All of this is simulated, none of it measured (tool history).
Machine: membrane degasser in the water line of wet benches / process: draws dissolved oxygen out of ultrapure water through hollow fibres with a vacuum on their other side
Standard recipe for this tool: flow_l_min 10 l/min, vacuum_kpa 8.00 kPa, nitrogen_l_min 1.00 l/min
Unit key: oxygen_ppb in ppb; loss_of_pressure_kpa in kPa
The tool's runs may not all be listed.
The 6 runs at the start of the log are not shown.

run    hour  flow_l_min  vacuum_kpa  nitrogen_l_min  oxygen_ppb  loss_of_pressure_kpa
  7   346.0          13        8.00            0.54       263.7                 68.78
  8   393.3          13        8.00            1.00       159.8                 69.07
  9   422.8          13        8.00            1.00       156.5                 68.22
 10   461.2          13        8.00            1.00       160.4                 69.32
 11   527.1          13        8.00            1.00       159.8                 68.81
 12   574.5          13        8.00            1.00       158.5                 69.11
 13   604.0          13        8.00            1.00       158.6                 69.18
 14   644.7          13        8.00            1.00       160.5                 69.30
 15   680.0          13        8.00            1.00       156.7                 69.17
 16   734.6          13        8.00            1.00       157.5                 68.94
 17   793.3          13       17.71            1.00       446.3                 69.22
 18   843.8          13       17.71            1.00       444.1                 69.44
 19   885.7          13       17.71            1.00       442.5                 69.19
 20   942.0          10        7.35            0.89       121.2                 53.15
 21  1005.5          10        9.32            2.48        69.7                 53.18
 22  1044.5          10       12.22            1.40       167.4                 53.07
 23  1104.9          10       12.22            1.40       168.4                 53.63
 24  1156.0           6       12.22            0.56       241.4                 32.25
 25  1218.7           6       12.22            0.56       248.5                 32.24
 26  1276.2           9        5.16            0.43       101.8                 47.67
 27  1330.6          13       13.92            0.76       423.6                 69.48
 28  1399.6          15       13.92            1.62       254.3                 80.10
 29  1462.5          14       14.85            0.71       512.1                 75.55
 30  1494.6          13        5.41            0.69       111.3                 69.53
 31  1523.9          11        8.00            2.78        55.7                 59.09

Expected results for the next run?
 32  1581.0          11        8.00            2.78           ?                     ?

Run 32 measured oxygen_ppb 56.1 ppb, loss_of_pressure_kpa 58.73 kPa.
Minus the tool's unlogged condition, the same run would have read oxygen_ppb 51.3 ppb, loss_of_pressure_kpa 57.64 kPa.
